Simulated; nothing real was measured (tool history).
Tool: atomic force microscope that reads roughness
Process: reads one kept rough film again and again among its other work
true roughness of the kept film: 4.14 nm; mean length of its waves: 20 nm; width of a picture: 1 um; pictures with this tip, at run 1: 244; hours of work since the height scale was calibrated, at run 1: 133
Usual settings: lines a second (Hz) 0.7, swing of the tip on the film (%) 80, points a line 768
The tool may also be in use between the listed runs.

run,day,lines a second (Hz),swing of the tip on the film (%),points a line,pictures with this tip,hours of work since the height scale was calibrated,roughness of the kept film (nm (root mean square))
1,0,0.7,80,768,244,133,2.397
2,0.596,0.7,80,768,259,142,2.4
3,1.229,0.7,80,768,275,152,2.36
4,1.821,0.7,80,768,290,161,2.334
5,2.579,0.7,80,768,309,173,2.318
6,3.475,0.7,80,768,331,187,2.274
7,3.979,0.7,80,768,344,195,2.258
# day 4.1: new tip fitted
8,4.392,0.766,80,768,7,201,2.909
9,5.212,0.766,80,768,28,214,2.89
10,5.808,0.766,80,273,42,223,2.768
# day 5.888: height scale calibrated on a step standard
11,6.375,0.7,80,424,56,8,2.814
12,6.854,0.7,80,768,68,15,2.823
13,7.267,0.7,80,768,78,22,2.814
14,7.658,0.7,80,768,88,28,2.769
15,8.55,0.7,80,768,110,42,2.723
16,9.458,0.781,67,768,133,56,2.758

Run 17 comes next. What will it give?
# day 9.975: height scale calibrated on a step standard, once more
17,10.083,0.7,73,932,147,2,?

Run 17 gave roughness of the kept film (nm (root mean square)) 2.683.
Without the tool's hidden state the same run would have given roughness of the kept film (nm (root mean square)) 3.028.
